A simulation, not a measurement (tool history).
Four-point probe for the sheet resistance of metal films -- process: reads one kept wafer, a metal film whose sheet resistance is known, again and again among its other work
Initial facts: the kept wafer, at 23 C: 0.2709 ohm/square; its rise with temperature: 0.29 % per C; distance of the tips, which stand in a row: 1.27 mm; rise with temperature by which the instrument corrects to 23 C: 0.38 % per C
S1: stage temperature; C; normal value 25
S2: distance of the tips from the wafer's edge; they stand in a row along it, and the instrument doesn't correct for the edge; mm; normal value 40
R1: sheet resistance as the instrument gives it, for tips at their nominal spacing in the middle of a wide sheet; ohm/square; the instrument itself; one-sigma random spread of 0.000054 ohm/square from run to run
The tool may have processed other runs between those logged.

run 1 hour=0 | S1=25 S2=40 | R1=0.272355
run 2 hour=70.2 | S1=23 S2=40 | R1=0.272821
run 3 hour=134.3 | S1=23 S2=43 | R1=0.272818
run 4 hour=215.5 | S1=23 S2=43 | R1=0.272916
run 5 hour=272 | S1=23 S2=43 | R1=0.272975
run 6 hour=345.2 | S1=25 S2=9 | R1=0.275153
run 7 hour=424.1 | S1=28 S2=9 | R1=0.27451
-- hour=429.3 stage's thermometer calibrated
run 8 hour=505.4 | S1=28 S2=9 | R1=0.274491
run 9 hour=580.9 | S1=32 S2=40 | R1=0.270682
-- hour=619.4 stage's thermometer calibrated, once more
run 10 hour=621.7 | S1=32 S2=40 | R1=0.270971
run 11 hour=692.1 | S1=20 S2=40 | R1=0.274213
run 12 hour=754.7 | S1=20 S2=40 | R1=0.274317
run 13 hour=815.3 | S1=20 S2=40 | R1=0.274227
run 14 hour=865.9 | S1=18 S2=4 | R1=0.288917
run 15 hour=928.4 | S1=18 S2=4 | R1=0.288929
run 16 hour=1006.6 | S1=18 S2=11 | R1=0.276828
run 17 hour=1088.4 | S1=21 S2=70 | R1=0.274112
run 18 hour=1170.3 | S1=21 S2=70 | R1=0.274166
-- hour=1180.8 new probe head fitted
run 19 hour=1229.1 | S1=32 S2=12 | R1=0.268869
run 20 hour=1313.5 | S1=28 S2=11 | R1=0.270186
run 21 hour=1382.4 | S1=28 S2=11 | R1=0.270299
run 22 hour=1440.2 | S1=33 S2=15 | R1=0.268227
run 23 hour=1513.5 | S1=33 S2=15 | R1=0.2683

Below, some changes in R1 between adjacent runs. For each, the amount present without the hidden state too (settings, incoming material, random variation) and the amount remaining for the hidden state with gauge scatter not shared by both compared results:
Unlogged tool condition in this case: inner tips' distance over the nominal, %; tips' flats over new ones', %; wafer's true temperature over the reading, C; drift of the gauge itself on sheet_ohm, %.
Run 9 -> 10: stage's thermometer calibrated, once more. R1 +0.000289 ohm/square: hidden state +0.000282, all else +0.000007.
Run 13 -> 14: S1 20 -> 18, S2 40 -> 4. R1 +0.01469 ohm/square: hidden state +0.000157, all else +0.014533.
Run 15 -> 16: S2 4 -> 11. R1 -0.012101 ohm/square: hidden state -0.000055, all else -0.012046.
Run 18 -> 19: S1 21 -> 32, S2 70 -> 12, new probe head fitted. R1 -0.005297 ohm/square: hidden state -0.003972, all else -0.001325.

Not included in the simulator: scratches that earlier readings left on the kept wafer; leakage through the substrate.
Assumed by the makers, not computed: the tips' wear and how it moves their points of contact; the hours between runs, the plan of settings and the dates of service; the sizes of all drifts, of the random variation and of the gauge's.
